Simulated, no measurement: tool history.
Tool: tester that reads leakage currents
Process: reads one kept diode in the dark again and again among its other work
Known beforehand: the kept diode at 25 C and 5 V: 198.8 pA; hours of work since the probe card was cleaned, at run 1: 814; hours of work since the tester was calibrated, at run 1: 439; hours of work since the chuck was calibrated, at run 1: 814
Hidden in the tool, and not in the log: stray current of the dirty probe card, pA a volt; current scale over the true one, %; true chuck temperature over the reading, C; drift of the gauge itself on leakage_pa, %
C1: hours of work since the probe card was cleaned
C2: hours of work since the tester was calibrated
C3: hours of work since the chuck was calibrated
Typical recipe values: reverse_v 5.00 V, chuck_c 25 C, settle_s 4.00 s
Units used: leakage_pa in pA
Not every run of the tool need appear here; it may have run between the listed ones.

run 1 hour=0.0 | reverse_v=5.00 chuck_c=25 settle_s=4.00 | C1=814 C2=439 C3=814 | leakage_pa=199.11
run 2 hour=131.3 | reverse_v=5.00 chuck_c=25 settle_s=4.00 | C1=905 C2=530 C3=905 | leakage_pa=199.98
run 3 hour=245.1 | reverse_v=5.00 chuck_c=25 settle_s=4.00 | C1=984 C2=608 C3=984 | leakage_pa=199.25
run 4 hour=379.4 | reverse_v=3.01 chuck_c=25 settle_s=4.00 | C1=1077 C2=701 C3=1077 | leakage_pa=164.56
run 5 hour=565.6 | reverse_v=15.89 chuck_c=25 settle_s=4.00 | C1=1206 C2=830 C3=1206 | leakage_pa=305.73
run 6 hour=763.9 | reverse_v=15.89 chuck_c=25 settle_s=4.00 | C1=1343 C2=968 C3=1343 | leakage_pa=307.04
run 7 hour=884.3 | reverse_v=5.00 chuck_c=25 settle_s=4.00 | C1=1426 C2=1051 C3=1426 | leakage_pa=199.05
run 8 hour=998.1 | reverse_v=5.00 chuck_c=25 settle_s=0.52 | C1=1505 C2=1130 C3=1505 | leakage_pa=200.55
run 9 hour=1103.0 | reverse_v=5.00 chuck_c=29 settle_s=4.00 | C1=1578 C2=1202 C3=1578 | leakage_pa=284.08
run 10 hour=1216.9 | reverse_v=5.00 chuck_c=29 settle_s=4.00 | C1=1656 C2=1281 C3=1656 | leakage_pa=283.56
run 11 hour=1315.5 | reverse_v=5.00 chuck_c=25 settle_s=4.00 | C1=1725 C2=1349 C3=1725 | leakage_pa=198.77
run 12 hour=1434.8 | reverse_v=5.00 chuck_c=25 settle_s=4.00 | C1=1807 C2=1432 C3=1807 | leakage_pa=199.36
run 13 hour=1596.5 | reverse_v=5.00 chuck_c=25 settle_s=4.00 | C1=1919 C2=1544 C3=1919 | leakage_pa=198.67
run 14 hour=1757.8 | reverse_v=5.00 chuck_c=25 settle_s=4.00 | C1=2031 C2=1655 C3=2031 | leakage_pa=199.50
run 15 hour=1955.2 | reverse_v=5.00 chuck_c=25 settle_s=4.00 | C1=2167 C2=1792 C3=2167 | leakage_pa=199.62
run 16 hour=2122.5 | reverse_v=5.00 chuck_c=28 settle_s=0.97 | C1=2283 C2=1908 C3=2283 | leakage_pa=261.90
run 17 hour=2225.9 | reverse_v=2.37 chuck_c=46 settle_s=0.37 | C1=2355 C2=1979 C3=2355 | leakage_pa=879.13
-- hour=2241.6 chuck's temperature calibrated
run 18 hour=2423.9 | reverse_v=1.12 chuck_c=31 settle_s=4.00 | C1=2490 C2=2115 C3=126 | leakage_pa=193.02
run 19 hour=2566.3 | reverse_v=16.90 chuck_c=38 settle_s=1.54 | C1=2589 C2=2213 C3=225 | leakage_pa=958.42
run 20 hour=2757.1 | reverse_v=16.90 chuck_c=38 settle_s=1.54 | C1=2721 C2=2346 C3=357 | leakage_pa=959.90
run 21 hour=2935.0 | reverse_v=16.90 chuck_c=38 settle_s=1.09 | C1=2844 C2=2469 C3=480 | leakage_pa=957.47
run 22 hour=3129.3 | reverse_v=11.02 chuck_c=50 settle_s=0.44 | C1=2979 C2=2603 C3=614 | leakage_pa=2109.35
run 23 hour=3303.8 | reverse_v=6.19 chuck_c=58 settle_s=4.20 | C1=3099 C2=2724 C3=735 | leakage_pa=3092.34
run 24 hour=3404.3 | reverse_v=1.81 chuck_c=41 settle_s=2.11 | C1=3169 C2=2793 C3=805 | leakage_pa=532.42
run 25 hour=3523.6 | reverse_v=1.81 chuck_c=41 settle_s=2.11 | C1=3251 C2=2876 C3=887 | leakage_pa=533.33
run 26 hour=3672.4 | reverse_v=17.34 chuck_c=29 settle_s=4.00 | C1=3354 C2=2979 C3=990 | leakage_pa=451.06
run 27 hour=3755.1 | reverse_v=17.34 chuck_c=24 settle_s=0.52 | C1=3412 C2=3036 C3=1047 | leakage_pa=295.45
run 28 hour=3925.3 | reverse_v=17.34 chuck_c=24 settle_s=0.52 | C1=3529 C2=3154 C3=1165 | leakage_pa=295.21

Results per run with the tool's hidden condition removed, run-to-run variation unchanged:
run=1 leakage_pa=199.00
run=2 leakage_pa=199.85
run=3 leakage_pa=199.11
run=4 leakage_pa=164.44
run=5 leakage_pa=305.41
run=6 leakage_pa=306.68
run=7 leakage_pa=198.84
run=8 leakage_pa=200.33
run=9 leakage_pa=283.78
run=10 leakage_pa=283.24
run=11 leakage_pa=198.52
run=12 leakage_pa=199.10
run=13 leakage_pa=198.39
run=14 leakage_pa=199.20
run=15 leakage_pa=199.30
run=16 leakage_pa=261.49
run=17 leakage_pa=877.99
run=18 leakage_pa=192.95
run=19 leakage_pa=957.85
run=20 leakage_pa=959.26
run=21 leakage_pa=956.74
run=22 leakage_pa=2108.04
run=23 leakage_pa=3090.45
run=24 leakage_pa=532.03
run=25 leakage_pa=532.92
run=26 leakage_pa=450.40
run=27 leakage_pa=294.89
run=28 leakage_pa=294.62
